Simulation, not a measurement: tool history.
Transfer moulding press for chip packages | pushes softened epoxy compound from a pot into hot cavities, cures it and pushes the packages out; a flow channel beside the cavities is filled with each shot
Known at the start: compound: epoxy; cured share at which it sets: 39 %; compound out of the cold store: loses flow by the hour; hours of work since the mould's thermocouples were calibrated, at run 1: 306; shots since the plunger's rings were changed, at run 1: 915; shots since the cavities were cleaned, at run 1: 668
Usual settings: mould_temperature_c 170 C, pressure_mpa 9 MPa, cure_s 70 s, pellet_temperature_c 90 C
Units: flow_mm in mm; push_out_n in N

run,hour,mould_temperature_c,pressure_mpa,cure_s,pellet_temperature_c,hours of work since the mould's thermocouples were calibrated,shots since the plunger's rings were changed,shots since the cavities were cleaned,incoming compound's hours out of the cold store,flow_mm,push_out_n
1,0,170,9,70,90,306,915,668,30.8,732,547
# hour 22.4: cavities cleaned with cleaning compound and waxed
2,67.4,170,9,70,90,354,2019,755,11.1,804,559
# hour 83.4: cavities cleaned with cleaning compound and waxed
3,113.4,173,9,70,90,387,2764,502,28.4,737,494
# hour 146.8: cavities cleaned with cleaning compound and waxed
4,185.4,173,9,70,90,438,3944,647,18.5,759,515
# hour 208: cavities cleaned with cleaning compound and waxed
5,218.6,170,8.04,70,90,461,4475,178,17.7,731,527
# hour 272.3: cavities cleaned with cleaning compound and waxed
6,273.8,170,8.04,70,90,500,5374,24,20.5,738,569
# hour 297: plunger's sealing rings changed
7,308,170,6.9,92,90,523,184,555,9.6,699,444
# hour 336.3: cavities cleaned with cleaning compound and waxed
8,338,170,6.9,92,90,544,662,29,46.9,601,423
9,375.6,172,6.9,62,95,571,1292,659,43.8,603,582
# hour 400.7: cavities cleaned with cleaning compound and waxed
10,438,172,6.9,62,95,615,2311,624,47.4,595,579
# hour 462.9: cavities cleaned with cleaning compound and waxed
11,488.3,172,6.9,62,95,651,3129,426,12.5,703,650

How the hidden state differs across the entries between the runs, from the last listed run before each to the first after it:
Between runs 1 and 2: cavities cleaned with cleaning compound and waxed (hour 22.4)
  pressure that reaches the compound, % of what is set: 99.95 -> 99.9; grip of the stained cavities, % over clean ones': 0.7 -> 0.8
Between runs 2 and 3: cavities cleaned with cleaning compound and waxed (hour 83.4)
  pressure that reaches the compound, % of what is set: 99.9 -> 99.87; grip of the stained cavities, % over clean ones': 0.8 -> 0.6
Between runs 3 and 4: cavities cleaned with cleaning compound and waxed (hour 146.8)
  pressure that reaches the compound, % of what is set: 99.87 -> 99.82; grip of the stained cavities, % over clean ones': 0.6 -> 0.7
Between runs 4 and 5: cavities cleaned with cleaning compound and waxed (hour 208)
  true mould temperature over the reading, C: 0 -> -0.01; pressure that reaches the compound, % of what is set: 99.82 -> 99.79; grip of the stained cavities, % over clean ones': 0.7 -> 0.3
Between runs 5 and 6: cavities cleaned with cleaning compound and waxed (hour 272.3)
  pressure that reaches the compound, % of what is set: 99.79 -> 99.76; grip of the stained cavities, % over clean ones': 0.3 -> 0
Between runs 6 and 7: plunger's sealing rings changed (hour 297)
  pressure that reaches the compound, % of what is set: 99.76 -> 99.99; grip of the stained cavities, % over clean ones': 0 -> 0.7
Between runs 7 and 8: cavities cleaned with cleaning compound and waxed (hour 336.3)
  pressure that reaches the compound, % of what is set: 99.99 -> 99.97; grip of the stained cavities, % over clean ones': 0.7 -> 0.1
Between runs 9 and 10: cavities cleaned with cleaning compound and waxed (hour 400.7)
  pressure that reaches the compound, % of what is set: 99.94 -> 99.9
Between runs 10 and 11: cavities cleaned with cleaning compound and waxed (hour 462.9)
  pressure that reaches the compound, % of what is set: 99.9 -> 99.86; grip of the stained cavities, % over clean ones': 0.7 -> 0.6
